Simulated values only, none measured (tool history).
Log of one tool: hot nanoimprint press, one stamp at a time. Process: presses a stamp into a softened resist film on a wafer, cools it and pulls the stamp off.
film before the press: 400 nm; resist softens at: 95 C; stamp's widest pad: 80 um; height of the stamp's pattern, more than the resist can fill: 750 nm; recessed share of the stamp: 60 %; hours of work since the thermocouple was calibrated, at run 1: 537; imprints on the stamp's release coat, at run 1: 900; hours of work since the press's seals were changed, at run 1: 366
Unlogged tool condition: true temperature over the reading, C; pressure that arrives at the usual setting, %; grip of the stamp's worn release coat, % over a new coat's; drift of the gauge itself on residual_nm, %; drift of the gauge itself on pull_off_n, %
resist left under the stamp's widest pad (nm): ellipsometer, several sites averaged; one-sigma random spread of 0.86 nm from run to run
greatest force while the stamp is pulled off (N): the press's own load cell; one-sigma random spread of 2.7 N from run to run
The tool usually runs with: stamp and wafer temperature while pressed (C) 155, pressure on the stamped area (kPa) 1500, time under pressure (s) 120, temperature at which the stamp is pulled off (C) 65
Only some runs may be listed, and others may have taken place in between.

run,day,stamp and wafer temperature while pressed (C),pressure on the stamped area (kPa),time under pressure (s),temperature at which the stamp is pulled off (C),hours of work since the thermocouple was calibrated,imprints on the stamp's release coat,hours of work since the press's seals were changed,resist left under the stamp's widest pad (nm),greatest force while the stamp is pulled off (N)
1,0.000,155,1500,120,65,537,900,366,181.4,153
2,0.892,155,1500,120,65,552,943,380,183.4,142
# day 1.512: plate thermocouple calibrated
3,2.096,155,1500,120,65,9,995,397,201.2,150
4,3.638,155,1500,120,65,34,1068,422,201.3,151
5,4.871,155,1500,120,65,53,1127,441,199.1,151
6,6.192,155,1500,120,65,74,1190,462,198.3,159
7,7.271,155,1500,120,65,91,1242,479,199.4,163
8,8.592,155,1500,116,65,112,1305,500,201.1,163
9,9.308,155,1500,84,65,123,1339,511,220.9,165
10,10.762,155,1500,84,65,146,1409,535,220.7,157
11,11.917,155,1500,120,53,165,1464,553,198.4,179
12,12.575,155,1500,120,53,175,1495,563,194.6,181
13,13.850,155,1500,120,53,195,1556,583,196.5,183
14,14.896,155,1500,120,53,212,1606,600,194.9,175
15,15.746,155,1500,120,53,225,1647,613,193.9,182
16,16.858,155,1500,120,53,243,1700,631,194.7,178
17,17.562,157,1370,173,53,254,1734,642,164.7,179
18,18.954,157,1370,173,53,276,1800,664,163.4,182
19,19.808,153,1500,120,71,290,1841,678,210.9,165
20,21.254,150,1500,120,68,313,1910,701,236.6,176
21,22.446,155,1990,120,65,332,1967,720,166.9,178
# day 24.058: press's hydraulic seals changed and the load cell set to zero
22,24.150,155,1990,120,65,353,2032,1,162.6,176
23,24.900,154,920,143,67,365,2068,13,238.5,177
24,26.212,154,920,143,67,386,2131,34,236.8,181
25,27.067,154,920,143,67,399,2172,48,235.7,178
26,28.096,154,920,143,67,416,2221,64,235.5,182
27,28.775,154,920,143,67,427,2253,75,234.0,185
28,30.108,152,940,98,52,448,2317,96,274.7,199
29,31.267,155,1500,187,65,466,2372,114,159.9,191

Subtracting, for every run, the result it would have given without the tool's unlogged condition from the measured result gives the following. The same run-to-run variation enters both numbers; the gauge's scatter may not:
run,resist left under the stamp's widest pad (nm),greatest force while the stamp is pulled off (N)
1,-14.0,+23
2,-14.5,+22
3,+4.0,+26
4,+3.3,+29
5,+2.7,+29
6,+2.1,+32
7,+1.7,+34
8,+1.1,+36
9,+0.8,+37
10,+0.2,+36
11,-0.4,+43
12,-0.7,+44
13,-1.2,+46
14,-1.6,+45
15,-2.0,+48
16,-2.5,+47
17,-2.6,+49
18,-3.1,+51
19,-4.2,+47
20,-5.2,+51
21,-3.4,+54
22,-7.6,+53
23,-10.1,+54
24,-10.6,+57
25,-11.0,+56
26,-11.6,+59
27,-12.0,+61
28,-12.5,+67
29,-10.6,+65
